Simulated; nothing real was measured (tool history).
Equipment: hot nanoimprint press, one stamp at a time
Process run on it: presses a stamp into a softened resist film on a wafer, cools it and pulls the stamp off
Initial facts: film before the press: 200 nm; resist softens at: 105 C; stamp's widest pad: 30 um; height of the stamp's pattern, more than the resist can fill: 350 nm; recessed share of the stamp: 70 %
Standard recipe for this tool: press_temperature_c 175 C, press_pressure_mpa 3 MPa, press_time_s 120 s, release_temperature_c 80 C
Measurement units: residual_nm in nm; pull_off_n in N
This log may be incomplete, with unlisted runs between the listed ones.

run   hour  press_temperature_c  press_pressure_mpa  press_time_s  release_temperature_c  residual_nm  pull_off_n
  1      0                  175                   3           120                     80         96.4         209
  2   12.4                  175                   3           120                     80         96.4         204
  3   23.1                  175                   3           120                     80           96         220
  4   44.7                  174                   3           120                     80         99.4         226
        65  -- stamp cleaned and given a new release coat
  5     65                  175                   3            62                     80        119.5         141
  6     82                  175                   3            62                     80        119.4         139
  7  106.6                  175                   3            62                     80        119.4         139
  8  130.7                  175                   3           120                     80           96         144
  9  153.6                  175                   3           120                     80           96         141
 10  175.7                  175                   3           120                     80         95.8         145
 11  196.3                  177                   3           120                     80         89.2         149
 12  213.9                  177                   3           120                     80           89         147
 13  238.4                  177                   3           120                     80         89.2         151
 14  256.4                  168                   3           120                     78        121.4         152
 15  269.5                  182                2.06           237                     69         69.4         165
     282.7  -- plate thermocouple calibrated
 16  284.3                  181                   3           120                     80         80.3         155
 17  297.8                  181                   3           120                     80         80.1         158

Here are 5 independent what-if runs from the current tool condition. What would each one return?
  A  308.2                  175                   3            93                     80            ?           ?
  B  308.2                  184                   3           120                     80            ?           ?
  C  308.2                  180                   3           133                     71            ?           ?
  D  308.2                  171                3.14           120                     84            ?           ?
  E  308.2                  181                 2.6            71                     75            ?           ?

run  residual_nm  pull_off_n
  A        108.2         149
  B         71.8         154
  C         79.9         164
  D        112.2         156
  E        103.3         158
Without the tool's hidden state the same runs would have given:
run  residual_nm  pull_off_n
  A        107.1         133
  B         70.9         137
  C           79         146
  D          111         139
  E        102.4         141
